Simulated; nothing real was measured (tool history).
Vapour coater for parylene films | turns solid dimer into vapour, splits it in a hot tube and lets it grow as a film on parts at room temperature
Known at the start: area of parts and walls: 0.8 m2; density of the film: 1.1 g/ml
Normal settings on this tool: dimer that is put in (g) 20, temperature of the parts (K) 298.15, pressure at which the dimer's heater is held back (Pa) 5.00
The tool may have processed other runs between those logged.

run    hour  dimer that is put in (g)  temperature of the parts (K)  pressure at which the dimer's heater is held back (Pa)  thickness of the film (µm)
  1     0.0                        20                        298.15                                                    5.00                       13.73
  2    27.6                        20                        298.15                                                    5.00                       13.65
  3    55.6                        20                        298.15                                                    5.00                       13.52
  4    77.3                        20                        298.15                                                    5.00                       13.35
  5   108.2                        35                        298.15                                                    5.00                       23.52
  6   128.4                        35                        298.15                                                    5.00                       23.53
  7   164.7                        20                        298.15                                                    5.00                       13.17
  8   191.1                        20                        298.15                                                    2.04                       16.18
  9   228.0                        20                        298.15                                                    2.04                       16.08
 10   257.2                        20                        298.15                                                    2.04                       15.90
 11   281.9                        20                        298.15                                                    2.04                       15.84
 12   317.0                        20                        298.15                                                    9.63                       11.00
 13   351.8                        20                        298.15                                                    9.63                       10.82
 14   370.5                        20                        298.15                                                    9.63                       10.77
 15   392.0                        20                        298.15                                                    9.63                       10.86
 16   414.7                        20                        298.15                                                    9.63                       10.54
 17   444.9                        13                        298.15                                                    5.00                        7.95
 18   473.2                        20                        298.15                                                    2.95                       13.68
 19   514.9                        20                        298.15                                                    5.00                       12.20
      530.0  -- trap's valve overhauled
 20   552.3                        20                        298.15                                                    5.00                       13.59
 21   579.7                        20                        298.15                                                    5.00                       13.45
 22   604.6                        20                        298.15                                                    5.00                       13.55
 23   635.9                        20                        295.15                                                    5.00                       15.30
 24   654.6                        11                        298.15                                                   10.48                        6.09
 25   690.3                        20                        299.15                                                    9.09                       10.93
 26   733.2                        20                        300.15                                                    7.42                       10.67
 27   768.8                        20                        300.15                                                    7.42                       10.55
 28   788.6                        13                        310.15                                                    2.04                        5.80
 29   832.6                        32                        310.15                                                    2.04                       14.31
 30   861.4                        32                        310.15                                                   10.68                        9.65
 31   887.5                        11                        293.15                                                    3.16                        9.74
 32   920.2                        26                        306.15                                                    5.07                       11.02
 33   946.7                        20                        293.15                                                    5.00                       15.67
 34   967.7                         9                        295.15                                                    5.00                        6.35
 35   987.3                        16                        298.15                                                    5.00                        9.61
 36  1029.0                        20                        298.15                                                    3.61                       13.01
 37  1070.9                        20                        298.15                                                    3.61                       13.07
 38  1090.3                        28                        298.15                                                    4.46                       17.05
 39  1128.7                        28                        298.15                                                    4.46                       16.82
     1156.4  -- trap's valve overhauled
 40  1168.4                        20                        297.15                                                    2.09                       17.30
 41  1194.0                         9                        293.15                                                    2.71                        8.81
 42  1215.0                         9                        293.15                                                    2.71                        8.81
 43  1259.9                        17                        309.15                                                    5.47                        6.54

Measured minus without-hidden-state, run by run (identical run-to-run variation in each term; gauge scatter may differ):
The tool's hidden condition here consists of: vapour lost through the trap's worn valve, %; true temperature of the parts over the reading, C; drift of the gauge itself on film_um, %.
run  thickness of the film (µm)
  1                       -0.31
  2                       -0.40
  3                       -0.48
  4                       -0.55
  5                       -1.16
  6                       -1.26
  7                       -0.83
  8                       -1.12
  9                       -1.26
 10                       -1.37
 11                       -1.48
 12                       -1.14
 13                       -1.22
 14                       -1.26
 15                       -1.34
 16                       -1.37
 17                       -1.11
 18                       -2.02
 19                       -1.93
 20                       -0.44
 21                       -0.53
 22                       -0.61
 23                       -0.82
 24                       -0.35
 25                       -0.74
 26                       -0.85
 27                       -0.94
 28                       -0.54
 29                       -1.52
 30                       -1.11
 31                       -1.19
 32                       -1.44
 33                       -2.16
 34                       -0.92
 35                       -1.44
 36                       -2.12
 37                       -2.28
 38                       -3.09
 39                       -3.23
 40                       -0.78
 41                       -0.44
 42                       -0.49
 43                       -0.45
